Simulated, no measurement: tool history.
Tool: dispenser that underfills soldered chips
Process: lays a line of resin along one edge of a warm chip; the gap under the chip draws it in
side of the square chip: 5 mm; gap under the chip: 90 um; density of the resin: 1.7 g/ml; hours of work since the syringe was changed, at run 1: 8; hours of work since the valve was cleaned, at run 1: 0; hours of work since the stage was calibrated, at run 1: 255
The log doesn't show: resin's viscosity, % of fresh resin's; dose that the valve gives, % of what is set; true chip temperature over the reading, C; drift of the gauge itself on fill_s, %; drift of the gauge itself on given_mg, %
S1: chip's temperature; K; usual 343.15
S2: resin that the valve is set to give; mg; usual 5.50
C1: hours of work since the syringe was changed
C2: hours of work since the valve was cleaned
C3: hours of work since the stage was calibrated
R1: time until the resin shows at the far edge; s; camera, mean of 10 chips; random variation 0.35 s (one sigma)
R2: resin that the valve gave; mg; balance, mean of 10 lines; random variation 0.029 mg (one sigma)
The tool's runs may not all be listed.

run,hour,S1,S2,C1,C2,C3,R1,R2
1,0.0,343.15,5.50,8,0,255,29.3,5.50
# hour 5.9: new syringe of resin
2,9.0,343.15,5.50,2,6,261,20.7,5.50
3,15.6,343.15,5.50,6,10,265,26.6,5.41
# hour 24.2: new syringe of resin
4,24.8,343.15,5.50,0,16,271,17.8,5.48
5,31.0,343.15,5.50,5,20,275,23.9,5.43
6,35.6,343.15,5.50,8,23,278,28.9,5.41
7,40.4,343.15,4.96,11,26,281,36.1,4.92
# hour 42.5: new syringe of resin
8,46.1,343.15,4.96,2,30,285,21.2,4.86
9,55.9,342.15,5.50,9,36,291,33.8,5.43
# hour 60.5: new syringe of resin
10,62.9,343.15,5.50,2,41,296,20.4,5.37
11,67.6,343.15,5.50,5,44,299,24.6,5.32
12,75.3,343.15,5.67,10,49,304,34.0,5.45
# hour 78.5: stage's temperature calibrated
# hour 79.4: new syringe of resin
13,81.5,332.15,5.50,1,52,2,29.6,5.39
14,90.0,343.15,5.50,7,58,7,27.3,5.30
# hour 97.4: new syringe of resin
15,98.4,343.15,5.30,1,63,13,18.2,5.09
16,104.2,354.15,5.30,4,67,17,15.1,5.02
17,113.7,343.15,5.50,11,73,23,35.2,5.26

Run 18 comes next. What will it give?
# hour 115.3: new syringe of resin
18,123.4,343.15,5.50,5,80,29,?,?

{"run 18": {"R1": 24.9, "R2": 5.22}}
Without the tool's hidden state the same run would have given R1 17.3 s, R2 5.49 mg.

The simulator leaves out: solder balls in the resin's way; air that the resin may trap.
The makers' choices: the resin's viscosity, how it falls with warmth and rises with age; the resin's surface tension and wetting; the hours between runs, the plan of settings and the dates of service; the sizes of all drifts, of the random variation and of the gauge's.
